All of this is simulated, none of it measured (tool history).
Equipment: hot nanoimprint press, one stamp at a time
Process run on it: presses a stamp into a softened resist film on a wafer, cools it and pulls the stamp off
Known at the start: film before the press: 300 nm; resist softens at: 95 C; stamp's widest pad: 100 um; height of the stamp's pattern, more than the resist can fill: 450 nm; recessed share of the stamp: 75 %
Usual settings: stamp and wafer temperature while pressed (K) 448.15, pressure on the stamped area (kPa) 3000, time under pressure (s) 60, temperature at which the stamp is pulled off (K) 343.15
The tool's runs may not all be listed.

run    hour  stamp and wafer temperature while pressed (K)  pressure on the stamped area (kPa)  time under pressure (s)  temperature at which the stamp is pulled off (K)  resist left under the stamp's widest pad (Å)  greatest force while the stamp is pulled off (N)
  1     0.0                                         448.15                                3000                       60                                            343.15                                          1802                                               191
  2    30.4                                         448.15                                3000                       60                                            343.15                                          1794                                               207
  3    93.0                                         448.15                                3000                       60                                            343.15                                          1814                                               224
      150.2  -- stamp cleaned and given a new release coat
  4   161.9                                         448.15                                3000                       60                                            343.15                                          1817                                               189
      172.5  -- plate thermocouple calibrated
  5   197.2                                         448.15                                2660                       60                                            343.15                                          1837                                               189
  6   225.6                                         448.15                                3000                       60                                            343.15                                          1766                                               185
  7   266.0                                         448.15                                3000                       59                                            343.15                                          1785                                               205
  8   325.7                                         448.15                                3000                       59                                            343.15                                          1790                                               228
  9   368.0                                         448.15                                3000                       59                                            343.15                                          1792                                               230
      387.9  -- press's hydraulic seals changed and the load cell set to zero
      397.5  -- stamp cleaned and given a new release coat
 10   447.4                                         448.15                                3000                       59                                            343.15                                          1776                                               200
 11   488.4                                         448.15                                3000                       59                                            343.15                                          1777                                               203
 12   540.7                                         448.15                                3000                       59                                            343.15                                          1780                                               211
 13   582.4                                         448.15                                3000                       60                                            343.15                                          1775                                               222
 14   617.8                                         448.15                                3000                       60                                            343.15                                          1785                                               241
      635.9  -- stamp cleaned and given a new release coat
 15   686.7                                         448.15                                3000                       60                                            343.15                                          1777                                               190
 16   717.5                                         444.15                                2500                       60                                            330.15                                          2090                                               224
 17   758.7                                         448.15                                3000                       79                                            348.15                                          1640                                               204
 18   796.8                                         447.15                                2450                       56                                            347.15                                          1997                                               221
 19   851.0                                         456.15                                2450                       56                                            347.15                                          1599                                               238
      872.9  -- stamp cleaned and given a new release coat
 20   890.0                                         442.15                                2450                       56                                            335.15                                          2246                                               203
      909.3  -- plate thermocouple calibrated
 21   919.9                                         448.15                                3000                       50                                            344.15                                          1844                                               193
 22   975.0                                         448.15                                2920                       64                                            338.15                                          1728                                               210
 23  1027.8                                         448.15                                2920                       64                                            338.15                                          1738                                               230
 24  1089.2                                         448.15                                2050                       60                                            345.15                                          1992                                               226
     1115.1  -- stamp cleaned and given a new release coat
 25  1144.5                                         448.15                                2050                       60                                            345.15                                          1999                                               187
 26  1178.9                                         437.15                                2720                       38                                            343.15                                          2561                                               196
 27  1244.2                                         448.15                                2460                       60                                            342.15                                          1894                                               211
 28  1284.8                                         443.15                                2460                       60                                            347.15                                          2153                                               211
 29  1325.4                                         458.15                                4070                       50                                            343.15                                          1253                                               238
     1350.9  -- stamp cleaned and given a new release coat
 30  1385.3                                         457.15                                3000                       60                                            344.15                                          1380                                               195

Each run again, without the hidden state but with its own random variation kept:
Hidden state at play: true temperature over the reading, C; pressure that arrives at the usual setting, %; grip of the stamp's worn release coat, % over a new coat's; drift of the gauge itself on residual_nm, %; drift of the gauge itself on pull_off_n, %.
run  resist left under the stamp's widest pad (Å)  greatest force while the stamp is pulled off (N)
  1                                          1739                                               170
  2                                          1729                                               178
  3                                          1741                                               179
  4                                          1738                                               184
  5                                          1814                                               179
  6                                          1738                                               169
  7                                          1753                                               178
  8                                          1751                                               184
  9                                          1749                                               177
 10                                          1751                                               187
 11                                          1748                                               180
 12                                          1744                                               176
 13                                          1735                                               176
 14                                          1741                                               185
 15                                          1726                                               177
 16                                          2038                                               201
 17                                          1581                                               174
 18                                          1937                                               181
 19                                          1538                                               183
 20                                          2180                                               197
 21                                          1833                                               182
 22                                          1711                                               185
 23                                          1715                                               190
 24                                          1968                                               175
 25                                          1970                                               180
 26                                          2535                                               181
 27                                          1852                                               179
 28                                          2108                                               171
 29                                          1201                                               185
 30                                          1327                                               186

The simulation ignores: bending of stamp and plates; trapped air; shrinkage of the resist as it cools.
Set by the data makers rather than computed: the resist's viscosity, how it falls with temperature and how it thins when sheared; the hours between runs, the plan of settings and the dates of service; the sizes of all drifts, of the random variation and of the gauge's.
